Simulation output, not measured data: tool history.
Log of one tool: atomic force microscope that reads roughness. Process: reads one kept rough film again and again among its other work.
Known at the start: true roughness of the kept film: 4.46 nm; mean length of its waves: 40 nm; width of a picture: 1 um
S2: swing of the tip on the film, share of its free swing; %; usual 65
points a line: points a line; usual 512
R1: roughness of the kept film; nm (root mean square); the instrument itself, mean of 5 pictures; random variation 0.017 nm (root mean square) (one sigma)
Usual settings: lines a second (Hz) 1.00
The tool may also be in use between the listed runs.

{"run": 1, "hour": 0.0, "lines a second (Hz)": 1.0, "S2": 65, "points a line": 512, "R1": 3.471}
{"run": 2, "hour": 16.8, "lines a second (Hz)": 1.0, "S2": 64, "points a line": 512, "R1": 3.44}
{"hour": 36.8, "done": "new tip fitted"}
{"run": 3, "hour": 37.9, "lines a second (Hz)": 1.0, "S2": 64, "points a line": 512, "R1": 4.007}
{"run": 4, "hour": 51.6, "lines a second (Hz)": 2.09, "S2": 65, "points a line": 512, "R1": 3.764}
{"run": 5, "hour": 71.4, "lines a second (Hz)": 2.09, "S2": 65, "points a line": 512, "R1": 3.688}
{"run": 6, "hour": 86.1, "lines a second (Hz)": 2.09, "S2": 65, "points a line": 512, "R1": 3.655}
{"run": 7, "hour": 107.5, "lines a second (Hz)": 1.71, "S2": 65, "points a line": 512, "R1": 3.649}
{"run": 8, "hour": 119.2, "lines a second (Hz)": 1.0, "S2": 65, "points a line": 512, "R1": 3.708}
{"run": 9, "hour": 138.3, "lines a second (Hz)": 1.0, "S2": 65, "points a line": 512, "R1": 3.655}
{"run": 10, "hour": 155.8, "lines a second (Hz)": 1.0, "S2": 67, "points a line": 512, "R1": 3.549}
{"run": 11, "hour": 170.3, "lines a second (Hz)": 1.0, "S2": 65, "points a line": 512, "R1": 3.525}
{"run": 12, "hour": 189.1, "lines a second (Hz)": 1.0, "S2": 65, "points a line": 512, "R1": 3.492}
{"run": 13, "hour": 204.3, "lines a second (Hz)": 1.0, "S2": 65, "points a line": 512, "R1": 3.455}
{"run": 14, "hour": 219.4, "lines a second (Hz)": 1.0, "S2": 65, "points a line": 361, "R1": 3.394}
{"hour": 225.8, "done": "new tip fitted"}
{"run": 15, "hour": 234.8, "lines a second (Hz)": 1.0, "S2": 65, "points a line": 512, "R1": 3.985}
{"run": 16, "hour": 256.3, "lines a second (Hz)": 1.0, "S2": 65, "points a line": 512, "R1": 3.839}
{"run": 17, "hour": 269.6, "lines a second (Hz)": 1.0, "S2": 65, "points a line": 512, "R1": 3.814}
{"run": 18, "hour": 287.7, "lines a second (Hz)": 1.0, "S2": 65, "points a line": 512, "R1": 3.773}
{"run": 19, "hour": 308.3, "lines a second (Hz)": 1.0, "S2": 65, "points a line": 284, "R1": 3.721}
{"run": 20, "hour": 331.0, "lines a second (Hz)": 1.0, "S2": 65, "points a line": 284, "R1": 3.606}
{"run": 21, "hour": 349.3, "lines a second (Hz)": 1.0, "S2": 65, "points a line": 284, "R1": 3.565}
{"run": 22, "hour": 363.4, "lines a second (Hz)": 1.0, "S2": 65, "points a line": 512, "R1": 3.534}
{"run": 23, "hour": 385.6, "lines a second (Hz)": 1.0, "S2": 72, "points a line": 512, "R1": 3.417}
{"run": 24, "hour": 397.4, "lines a second (Hz)": 1.0, "S2": 72, "points a line": 512, "R1": 3.35}
{"hour": 415.2, "done": "new tip fitted"}
{"run": 25, "hour": 421.6, "lines a second (Hz)": 1.0, "S2": 65, "points a line": 512, "R1": 3.976}
{"run": 26, "hour": 443.0, "lines a second (Hz)": 1.0, "S2": 65, "points a line": 512, "R1": 3.925}
{"run": 27, "hour": 454.6, "lines a second (Hz)": 3.87, "S2": 65, "points a line": 369, "R1": 3.405}
{"run": 28, "hour": 469.7, "lines a second (Hz)": 3.87, "S2": 65, "points a line": 369, "R1": 3.369}
{"run": 29, "hour": 486.3, "lines a second (Hz)": 3.87, "S2": 73, "points a line": 369, "R1": 3.024}
{"run": 30, "hour": 505.2, "lines a second (Hz)": 1.83, "S2": 73, "points a line": 593, "R1": 3.392}
{"run": 31, "hour": 519.8, "lines a second (Hz)": 1.83, "S2": 73, "points a line": 593, "R1": 3.351}
{"run": 32, "hour": 541.8, "lines a second (Hz)": 2.69, "S2": 81, "points a line": 512, "R1": 2.869}
{"run": 33, "hour": 552.4, "lines a second (Hz)": 2.57, "S2": 67, "points a line": 453, "R1": 3.27}
{"run": 34, "hour": 570.4, "lines a second (Hz)": 1.0, "S2": 65, "points a line": 359, "R1": 3.495}
{"run": 35, "hour": 590.6, "lines a second (Hz)": 2.95, "S2": 71, "points a line": 769, "R1": 2.991}
{"hour": 603.8, "done": "new tip fitted"}
{"run": 36, "hour": 608.2, "lines a second (Hz)": 2.95, "S2": 71, "points a line": 769, "R1": 3.487}
{"run": 37, "hour": 625.5, "lines a second (Hz)": 2.95, "S2": 71, "points a line": 769, "R1": 3.454}
{"run": 38, "hour": 648.8, "lines a second (Hz)": 0.66, "S2": 73, "points a line": 769, "R1": 3.841}
{"run": 39, "hour": 666.0, "lines a second (Hz)": 0.66, "S2": 73, "points a line": 769, "R1": 3.784}
{"run": 40, "hour": 688.4, "lines a second (Hz)": 1.0, "S2": 57, "points a line": 613, "R1": 3.778}
{"run": 41, "hour": 705.8, "lines a second (Hz)": 3.0, "S2": 68, "points a line": 988, "R1": 3.31}
{"run": 42, "hour": 728.3, "lines a second (Hz)": 3.0, "S2": 87, "points a line": 988, "R1": 2.572}
{"run": 43, "hour": 749.1, "lines a second (Hz)": 2.53, "S2": 66, "points a line": 764, "R1": 3.264}
{"run": 44, "hour": 769.5, "lines a second (Hz)": 2.61, "S2": 65, "points a line": 512, "R1": 3.221}
{"hour": 792.4, "done": "new tip fitted"}
{"run": 45, "hour": 794.1, "lines a second (Hz)": 1.0, "S2": 60, "points a line": 512, "R1": 4.035}
{"run": 46, "hour": 812.7, "lines a second (Hz)": 3.84, "S2": 60, "points a line": 597, "R1": 3.662}
{"run": 47, "hour": 823.5, "lines a second (Hz)": 3.84, "S2": 60, "points a line": 597, "R1": 3.597}
{"run": 48, "hour": 838.6, "lines a second (Hz)": 3.84, "S2": 60, "points a line": 597, "R1": 3.542}
{"run": 49, "hour": 853.1, "lines a second (Hz)": 3.84, "S2": 60, "points a line": 597, "R1": 3.486}
{"run": 50, "hour": 865.1, "lines a second (Hz)": 2.69, "S2": 62, "points a line": 741, "R1": 3.55}
{"run": 51, "hour": 876.4, "lines a second (Hz)": 1.0, "S2": 83, "points a line": 443, "R1": 3.419}
{"run": 52, "hour": 890.0, "lines a second (Hz)": 1.0, "S2": 78, "points a line": 689, "R1": 3.475}

Forecast each of these 5 alternatives for the next run:
{"run": "A", "hour": 902.2, "lines a second (Hz)": 3.18, "S2": 78, "points a line": 569, "R1": "?"}
{"run": "B", "hour": 902.2, "lines a second (Hz)": 1.07, "S2": 78, "points a line": 348, "R1": "?"}
{"run": "C", "hour": 902.2, "lines a second (Hz)": 1.28, "S2": 75, "points a line": 284, "R1": "?"}
{"run": "D", "hour": 902.2, "lines a second (Hz)": 1.0, "S2": 57, "points a line": 295, "R1": "?"}
{"run": "E", "hour": 902.2, "lines a second (Hz)": 1.88, "S2": 84, "points a line": 567, "R1": "?"}

run=A R1=2.873
run=B R1=3.414
run=C R1=3.395
run=D R1=3.659
run=E R1=3.050
Without the tool's hidden state the same runs would have given:
run=A R1=3.209
run=B R1=3.814
run=C R1=3.791
run=D R1=4.088
run=E R1=3.407
